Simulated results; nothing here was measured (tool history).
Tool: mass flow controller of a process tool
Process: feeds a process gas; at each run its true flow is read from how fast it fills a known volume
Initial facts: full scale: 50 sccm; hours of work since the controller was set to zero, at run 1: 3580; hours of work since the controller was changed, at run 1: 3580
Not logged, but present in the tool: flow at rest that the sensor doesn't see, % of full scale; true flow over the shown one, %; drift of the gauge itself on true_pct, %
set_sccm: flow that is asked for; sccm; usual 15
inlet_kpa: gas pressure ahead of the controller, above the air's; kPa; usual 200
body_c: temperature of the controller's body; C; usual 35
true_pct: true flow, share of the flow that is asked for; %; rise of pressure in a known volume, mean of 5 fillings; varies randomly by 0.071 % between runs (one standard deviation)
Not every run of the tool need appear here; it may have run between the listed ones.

| run | day | set_sccm | inlet_kpa | body_c | hours of work since the controller was set to zero | hours of work since the controller was changed | true_pct |
|---|---|---|---|---|---|---|---|
| 1 | 0 | 15 | 200 | 35 | 3580 | 3580 | 99.86 |
| 2 | 4.442 | 15 | 200 | 35 | 3645 | 3645 | 99.79 |
| 3 | 11.017 | 15 | 200 | 35 | 3742 | 3742 | 99.81 |
| 4 | 15.308 | 15 | 200 | 35 | 3806 | 3806 | 99.83 |
| 5 | 20.496 | 15 | 200 | 35 | 3883 | 3883 | 99.96 |
| 6 | 27.683 | 15 | 200 | 35 | 3989 | 3989 | 99.84 |
| 7 | 35.5 | 15 | 200 | 35 | 4104 | 4104 | 100.07 |
| 8 | 41.692 | 15 | 200 | 35 | 4196 | 4196 | 100.03 |
| 9 | 50.121 | 15 | 200 | 35 | 4321 | 4321 | 100.09 |
| 10 | 57.729 | 15 | 172 | 35 | 4433 | 4433 | 100.25 |
| 11 | 61.771 | 15 | 237 | 35 | 4493 | 4493 | 100.09 |
| 12 | 66.079 | 15 | 237 | 35 | 4556 | 4556 | 100.05 |
| 13 | 75.012 | 15 | 181 | 35 | 4688 | 4688 | 100.36 |
| 14 | 82.429 | 15 | 200 | 35 | 4798 | 4798 | 100.42 |
| 15 | 91.012 | 35 | 200 | 35 | 4925 | 4925 | 101.04 |
| 16 | 96.55 | 35 | 200 | 35 | 5007 | 5007 | 100.86 |
| 17 | 102.392 | 35 | 200 | 35 | 5093 | 5093 | 101.09 |
| 18 | 106.546 | 35 | 200 | 35 | 5155 | 5155 | 101.15 |
| 19 | 111.6 | 15 | 200 | 35 | 5229 | 5229 | 100.53 |
| 20 | 116.071 | 15 | 200 | 35 | 5296 | 5296 | 100.6 |
| 21 | 119.871 | 15 | 200 | 24 | 5352 | 5352 | 99.62 |
| 22 | 125.446 | 15 | 200 | 24 | 5434 | 5434 | 99.74 |
| 23 | 133.496 | 6 | 200 | 35 | 5553 | 5553 | 100.39 |
| 24 | 140.329 | 6 | 200 | 35 | 5654 | 5654 | 100.34 |
| 25 | 149.342 | 16 | 163 | 33 | 5787 | 5787 | 100.76 |
| 26 | 156.746 | 11 | 279 | 30 | 5897 | 5897 | 99.93 |
| 27 | 160.662 | 11 | 279 | 30 | 5955 | 5955 | 99.86 |
| 28 | 166.479 | 17 | 200 | 31 | 6041 | 6041 | 100.48 |
| 29 | 171.65 | 17 | 200 | 31 | 6117 | 6117 | 100.7 |
| 30 | 178.471 | 17 | 200 | 31 | 6218 | 6218 | 100.68 |
| 31 | 185.479 | 17 | 200 | 31 | 6322 | 6322 | 100.64 |
| 32 | 192.408 | 18 | 270 | 34 | 6424 | 6424 | 100.81 |
| 33 | 199.596 | 18 | 140 | 34 | 6530 | 6530 | 101.4 |
| 34 | 206.029 | 5 | 196 | 39 | 6625 | 6625 | 101.25 |
| 35 | 210.6 | 11 | 153 | 34 | 6693 | 6693 | 101.13 |
| 36 | 215.196 | 14 | 200 | 35 | 6761 | 6761 | 101.19 |
| 37 | 220.538 | 31 | 157 | 35 | 6840 | 6840 | 102.11 |
| 38 | 225.083 | 15 | 200 | 28 | 6907 | 6907 | 100.85 |
| 39 | 231.558 | 15 | 200 | 28 | 7003 | 7003 | 100.6 |
|  | 233.425 | controller's zero set anew |
| 40 | 239.908 | 15 | 203 | 39 | 96 | 7126 | 101.7 |
| 41 | 247.646 | 15 | 203 | 39 | 210 | 7240 | 101.8 |
| 42 | 256.438 | 10 | 201 | 35 | 340 | 7370 | 101.4 |
| 43 | 262.912 | 10 | 201 | 35 | 436 | 7466 | 101.35 |
| 44 | 269.038 | 8 | 242 | 35 | 527 | 7557 | 101.11 |
|  | 272.142 | gauge calibrated |
| 45 | 277.379 | 39 | 200 | 26 | 650 | 7680 | 99.85 |
| 46 | 281.088 | 15 | 155 | 35 | 705 | 7735 | 100.01 |
| 47 | 288.283 | 15 | 155 | 35 | 811 | 7841 | 100.1 |

Alternative continuations, all from the tool just after run 47; predict every row:
| A | 292.571 | 47 | 243 | 35 | 874 | 7905 | ? |
| B | 292.571 | 9 | 155 | 20 | 874 | 7905 | ? |
| C | 292.571 | 49 | 232 | 35 | 874 | 7905 | ? |
| D | 292.571 | 15 | 155 | 25 | 874 | 7905 | ? |

| run | true_pct |
|---|---|
| A | 100.55 |
| B | 98.74 |
| C | 100.81 |
| D | 99.26 |
Stripped of hidden state, with their random variation kept, the same runs would have yielded:
| run | true_pct |
|---|---|
| A | 100.42 |
| B | 98.61 |
| C | 100.68 |
| D | 99.13 |
